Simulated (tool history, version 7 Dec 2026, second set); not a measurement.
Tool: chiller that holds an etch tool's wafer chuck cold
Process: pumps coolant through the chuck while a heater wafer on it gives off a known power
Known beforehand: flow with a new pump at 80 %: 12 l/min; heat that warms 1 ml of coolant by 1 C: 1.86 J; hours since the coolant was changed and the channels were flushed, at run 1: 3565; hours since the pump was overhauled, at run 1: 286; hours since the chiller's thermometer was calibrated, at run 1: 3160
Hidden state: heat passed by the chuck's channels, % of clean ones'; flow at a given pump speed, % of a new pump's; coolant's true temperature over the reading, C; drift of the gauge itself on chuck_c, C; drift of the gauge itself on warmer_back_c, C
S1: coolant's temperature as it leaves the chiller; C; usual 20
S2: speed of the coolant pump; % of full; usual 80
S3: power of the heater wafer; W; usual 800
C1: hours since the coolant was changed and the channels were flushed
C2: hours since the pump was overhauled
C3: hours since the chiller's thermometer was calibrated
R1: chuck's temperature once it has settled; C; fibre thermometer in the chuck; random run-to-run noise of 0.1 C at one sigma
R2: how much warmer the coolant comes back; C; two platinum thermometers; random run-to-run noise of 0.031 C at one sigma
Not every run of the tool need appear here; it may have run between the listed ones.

run   hour  S1   S2    S3    C1   C2    C3    R1    R2
  1      0  20   80   800  3565  286  3160  26.7  2.17
  2     28  20   80   800  3593  314  3188  26.7  2.15
  3   57.5  20   80   800  3622  344  3218  26.6  2.18
  4     74  20   80   800  3639  360  3234  26.6   2.2
  5     96  20   80   800  3661  382  3256  26.8  2.11
  6  110.4  20   80   800  3675  397  3271  26.6  2.15
  7  125.3  20   80   536  3690  412  3286  24.6  1.43
     129.2  -- chiller's thermometer calibrated
  8    152  20   80   536  3716  437    23  24.7  1.48
  9    168  20   80   536  3732  453    39  24.7  1.44
 10  192.4  20   77   536  3756  478    63  24.9  1.49
 11  216.6  20   80   800  3780  502    87  26.6  2.18
 12  237.1  20   80   800  3801  522   108  26.9  2.18
 13  264.7  30   98   800  3828  550   136  35.9  1.73
 14  292.4  30   98   800  3856  578   163  35.6  1.75
       315  -- chiller's thermometer calibrated, once more
 15  316.1  30   98   800  3879  600     1  35.5  1.75
 16  334.5  12   91   800  3897  619    19  17.7  1.98
 17  359.7  16   79   737  3922  644    45  22.2  2.05
 18  392.9  16   79   737  3955  677    78  22.2  2.09
 19  411.3  20   72  1016  3974  696    96  29.2  3.09
 20  431.8  22   71   800  3994  716   117  29.2  2.48
 21  457.6  24  100   800  4020  742   143  29.2  1.73
 22  490.4  24  100   800  4053  775   175  29.3  1.76

Each row is a separate what-if for the run after 22, all from the same tool condition, not one after another. Results?
  A  517.4  23  88  553  4080  802  202   ?   ?
  B  517.4  12  85  800  4080  802  202   ?   ?
  C  517.4  18  95  406  4080  802  202   ?   ?
  D  517.4  20  67  476  4080  802  202   ?   ?

run    R1    R2
  A  27.1  1.37
  B  18.2  1.95
  C  20.8  0.94
  D  24.5  1.54
Without the tool's hidden state the same runs would have given:
run    R1    R2
  A  26.8  1.34
  B  17.7  1.92
  C  20.6  0.92
  D  24.1  1.52
